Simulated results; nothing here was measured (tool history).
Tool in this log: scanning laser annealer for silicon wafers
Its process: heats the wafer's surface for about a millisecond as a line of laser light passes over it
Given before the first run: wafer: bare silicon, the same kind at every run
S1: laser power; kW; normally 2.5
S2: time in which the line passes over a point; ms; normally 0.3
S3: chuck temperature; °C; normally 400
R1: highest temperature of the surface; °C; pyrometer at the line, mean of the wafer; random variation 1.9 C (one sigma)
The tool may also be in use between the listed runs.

run   hour     S1     S2   S3    R1
  1      0    2.5    0.3  400  1183
  2   19.1    2.5    0.3  400  1183
  3   37.9    2.5    0.3  400  1183
  4   56.2    2.5    0.3  400  1180
      60.8  -- laser's power meter calibrated
  5   78.7    2.5    0.3  400  1177
  6   87.5    2.5    0.3  400  1181
  7  105.5    2.5    0.3  400  1176
  8  113.8  2.531  0.312  433  1241
  9  129.2    2.5    0.3  404  1181
 10  137.3    2.5    0.3  404  1179
 11  149.1   2.69  0.257  420  1192

What if the next run were any one of these 3? Each begins from the tool's condition after run 11:
  A  157.7    2.5  0.325  400   ?
  B  157.7  2.221  0.377  400   ?
  C  157.7  2.438  0.257  400   ?

run    R1
  A  1213
  B  1170
  C  1088
Take away the tool's hidden state, keep each run's random variation, and the runs would have read:
run    R1
  A  1237
  B  1193
  C  1109

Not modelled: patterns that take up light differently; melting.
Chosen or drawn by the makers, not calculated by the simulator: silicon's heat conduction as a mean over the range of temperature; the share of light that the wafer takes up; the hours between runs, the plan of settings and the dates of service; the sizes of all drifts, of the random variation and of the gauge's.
